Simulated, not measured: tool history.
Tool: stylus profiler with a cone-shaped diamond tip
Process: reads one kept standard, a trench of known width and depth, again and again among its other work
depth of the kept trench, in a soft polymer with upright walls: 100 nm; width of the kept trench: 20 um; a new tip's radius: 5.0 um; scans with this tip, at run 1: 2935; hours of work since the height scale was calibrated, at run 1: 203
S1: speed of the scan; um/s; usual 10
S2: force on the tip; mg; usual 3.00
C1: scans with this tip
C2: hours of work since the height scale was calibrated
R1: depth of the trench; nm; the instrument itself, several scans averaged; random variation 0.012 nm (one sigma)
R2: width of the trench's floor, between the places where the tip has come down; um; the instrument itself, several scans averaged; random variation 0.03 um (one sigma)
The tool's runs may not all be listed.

{"run": 1, "day": 0.0, "S1": 10, "S2": 3.0, "C1": 2935, "C2": 203, "R1": 101.13, "R2": 17.91}
{"run": 2, "day": 2.404, "S1": 10, "S2": 3.0, "C1": 3546, "C2": 245, "R1": 101.13, "R2": 17.89}
{"run": 3, "day": 4.679, "S1": 10, "S2": 3.0, "C1": 4124, "C2": 285, "R1": 101.13, "R2": 17.88}
{"run": 4, "day": 6.817, "S1": 10, "S2": 3.0, "C1": 4667, "C2": 322, "R1": 101.16, "R2": 17.85}
{"run": 5, "day": 9.742, "S1": 10, "S2": 3.0, "C1": 5410, "C2": 373, "R1": 101.16, "R2": 17.78}
{"run": 6, "day": 12.796, "S1": 10, "S2": 7.36, "C1": 6186, "C2": 427, "R1": 102.08, "R2": 17.86}
{"run": 7, "day": 16.121, "S1": 10, "S2": 7.36, "C1": 7031, "C2": 485, "R1": 102.12, "R2": 17.79}
{"run": 8, "day": 17.788, "S1": 10, "S2": 7.36, "C1": 7454, "C2": 514, "R1": 102.09, "R2": 17.8}
{"run": 9, "day": 20.538, "S1": 10, "S2": 7.36, "C1": 8153, "C2": 563, "R1": 102.12, "R2": 17.75}
{"run": 10, "day": 22.3, "S1": 10, "S2": 3.0, "C1": 8600, "C2": 593, "R1": 101.22, "R2": 17.75}
{"run": 11, "day": 23.933, "S1": 7, "S2": 3.0, "C1": 9015, "C2": 622, "R1": 101.22, "R2": 17.75}
{"run": 12, "day": 26.012, "S1": 7, "S2": 3.0, "C1": 9543, "C2": 659, "R1": 101.22, "R2": 17.73}
{"run": 13, "day": 27.75, "S1": 7, "S2": 3.0, "C1": 9985, "C2": 689, "R1": 101.21, "R2": 17.7}
{"run": 14, "day": 31.417, "S1": 7, "S2": 3.0, "C1": 10916, "C2": 753, "R1": 101.23, "R2": 17.69}
{"run": 15, "day": 33.867, "S1": 7, "S2": 3.0, "C1": 11539, "C2": 796, "R1": 101.26, "R2": 17.63}
{"run": 16, "day": 35.958, "S1": 7, "S2": 3.0, "C1": 12070, "C2": 833, "R1": 101.25, "R2": 17.65}
{"day": 37.771, "done": "height scale calibrated on a step standard"}
{"run": 17, "day": 39.258, "S1": 7, "S2": 1.47, "C1": 12904, "C2": 26, "R1": 100.92, "R2": 17.59}
{"run": 18, "day": 43.188, "S1": 5, "S2": 3.0, "C1": 13901, "C2": 95, "R1": 101.38, "R2": 17.58}
{"run": 19, "day": 44.929, "S1": 5, "S2": 3.0, "C1": 14344, "C2": 125, "R1": 101.36, "R2": 17.61}
{"run": 20, "day": 48.95, "S1": 10, "S2": 3.0, "C1": 15365, "C2": 196, "R1": 101.39, "R2": 17.53}
{"run": 21, "day": 50.675, "S1": 10, "S2": 3.0, "C1": 15804, "C2": 226, "R1": 101.38, "R2": 17.61}
{"run": 22, "day": 52.438, "S1": 10, "S2": 1.34, "C1": 16252, "C2": 257, "R1": 100.92, "R2": 17.47}
{"run": 23, "day": 54.829, "S1": 10, "S2": 3.0, "C1": 16859, "C2": 299, "R1": 101.39, "R2": 17.5}
{"run": 24, "day": 57.246, "S1": 3, "S2": 3.96, "C1": 17474, "C2": 341, "R1": 101.62, "R2": 17.54}
{"run": 25, "day": 59.346, "S1": 3, "S2": 6.08, "C1": 18007, "C2": 378, "R1": 102.09, "R2": 17.54}
{"day": 60.562, "done": "height scale calibrated on a step standard, once more"}
{"run": 26, "day": 62.029, "S1": 7, "S2": 6.92, "C1": 18683, "C2": 26, "R1": 101.95, "R2": 17.55}
{"run": 27, "day": 65.096, "S1": 7, "S2": 6.92, "C1": 19462, "C2": 79, "R1": 101.97, "R2": 17.53}
{"run": 28, "day": 68.058, "S1": 3, "S2": 4.91, "C1": 20215, "C2": 131, "R1": 101.58, "R2": 17.51}
{"run": 29, "day": 69.838, "S1": 40, "S2": 3.32, "C1": 20667, "C2": 163, "R1": 101.23, "R2": 17.26}
{"run": 30, "day": 73.404, "S1": 14, "S2": 1.18, "C1": 21572, "C2": 225, "R1": 100.64, "R2": 17.36}
{"run": 31, "day": 77.233, "S1": 5, "S2": 1.18, "C1": 22546, "C2": 292, "R1": 100.66, "R2": 17.38}
{"run": 32, "day": 79.254, "S1": 5, "S2": 8.14, "C1": 23059, "C2": 328, "R1": 102.25, "R2": 17.42}
{"run": 33, "day": 81.071, "S1": 5, "S2": 8.14, "C1": 23521, "C2": 360, "R1": 102.24, "R2": 17.46}
{"run": 34, "day": 83.612, "S1": 2, "S2": 4.58, "C1": 24167, "C2": 404, "R1": 101.58, "R2": 17.42}
{"run": 35, "day": 87.571, "S1": 2, "S2": 4.58, "C1": 25172, "C2": 473, "R1": 101.58, "R2": 17.41}
{"run": 36, "day": 91.525, "S1": 10, "S2": 3.0, "C1": 26176, "C2": 543, "R1": 101.22, "R2": 17.31}
{"run": 37, "day": 94.1, "S1": 10, "S2": 3.0, "C1": 26831, "C2": 588, "R1": 101.24, "R2": 17.31}
{"run": 38, "day": 97.792, "S1": 13, "S2": 1.32, "C1": 27769, "C2": 653, "R1": 100.76, "R2": 17.24}
{"day": 99.492, "done": "new tip fitted, height scale calibrated"}
{"run": 39, "day": 101.471, "S1": 13, "S2": 1.95, "C1": 503, "C2": 35, "R1": 100.87, "R2": 17.88}
{"run": 40, "day": 103.225, "S1": 13, "S2": 8.35, "C1": 949, "C2": 65, "R1": 102.22, "R2": 17.91}
{"run": 41, "day": 104.892, "S1": 13, "S2": 8.35, "C1": 1373, "C2": 95, "R1": 102.24, "R2": 17.94}
{"run": 42, "day": 107.092, "S1": 13, "S2": 8.35, "C1": 1931, "C2": 133, "R1": 102.25, "R2": 17.88}
{"run": 43, "day": 110.108, "S1": 13, "S2": 8.35, "C1": 2698, "C2": 186, "R1": 102.27, "R2": 17.9}
{"run": 44, "day": 112.833, "S1": 2, "S2": 4.19, "C1": 3389, "C2": 234, "R1": 101.45, "R2": 17.9}
{"run": 45, "day": 116.204, "S1": 10, "S2": 2.25, "C1": 4246, "C2": 293, "R1": 100.99, "R2": 17.84}

Measured less the same run without the tool's hidden state. The same run-to-run variation is in both; the gauge's scatter may not be:
The hidden state here: radius of the tip, um; height scale over the true one, %; drift of the gauge itself on depth_nm, %; drift of the gauge itself on floor_um, %.
run=1 R1=+0.03 R2=-0.08
run=2 R1=+0.03 R2=-0.10
run=3 R1=+0.03 R2=-0.11
run=4 R1=+0.04 R2=-0.13
run=5 R1=+0.05 R2=-0.15
run=6 R1=+0.07 R2=-0.17
run=7 R1=+0.08 R2=-0.20
run=8 R1=+0.08 R2=-0.20
run=9 R1=+0.09 R2=-0.22
run=10 R1=+0.09 R2=-0.23
run=11 R1=+0.10 R2=-0.24
run=12 R1=+0.10 R2=-0.26
run=13 R1=+0.11 R2=-0.26
run=14 R1=+0.12 R2=-0.29
run=15 R1=+0.13 R2=-0.30
run=16 R1=+0.14 R2=-0.32
run=17 R1=+0.23 R2=-0.34
run=18 R1=+0.24 R2=-0.36
run=19 R1=+0.25 R2=-0.37
run=20 R1=+0.27 R2=-0.40
run=21 R1=+0.27 R2=-0.40
run=22 R1=+0.28 R2=-0.41
run=23 R1=+0.29 R2=-0.43
run=24 R1=+0.29 R2=-0.44
run=25 R1=+0.30 R2=-0.45
run=26 R1=+0.01 R2=-0.47
run=27 R1=+0.03 R2=-0.49
run=28 R1=+0.03 R2=-0.51
run=29 R1=+0.04 R2=-0.51
run=30 R1=+0.06 R2=-0.53
run=31 R1=+0.06 R2=-0.55
run=32 R1=+0.08 R2=-0.57
run=33 R1=+0.08 R2=-0.58
run=34 R1=+0.09 R2=-0.59
run=35 R1=+0.10 R2=-0.61
run=36 R1=+0.12 R2=-0.63
run=37 R1=+0.13 R2=-0.65
run=38 R1=+0.14 R2=-0.66
run=39 R1=+0.02 R2=+0.00
run=40 R1=+0.03 R2=-0.02
run=41 R1=+0.04 R2=-0.03
run=42 R1=+0.04 R2=-0.04
run=43 R1=+0.05 R2=-0.06
run=44 R1=+0.06 R2=-0.08
run=45 R1=+0.07 R2=-0.10

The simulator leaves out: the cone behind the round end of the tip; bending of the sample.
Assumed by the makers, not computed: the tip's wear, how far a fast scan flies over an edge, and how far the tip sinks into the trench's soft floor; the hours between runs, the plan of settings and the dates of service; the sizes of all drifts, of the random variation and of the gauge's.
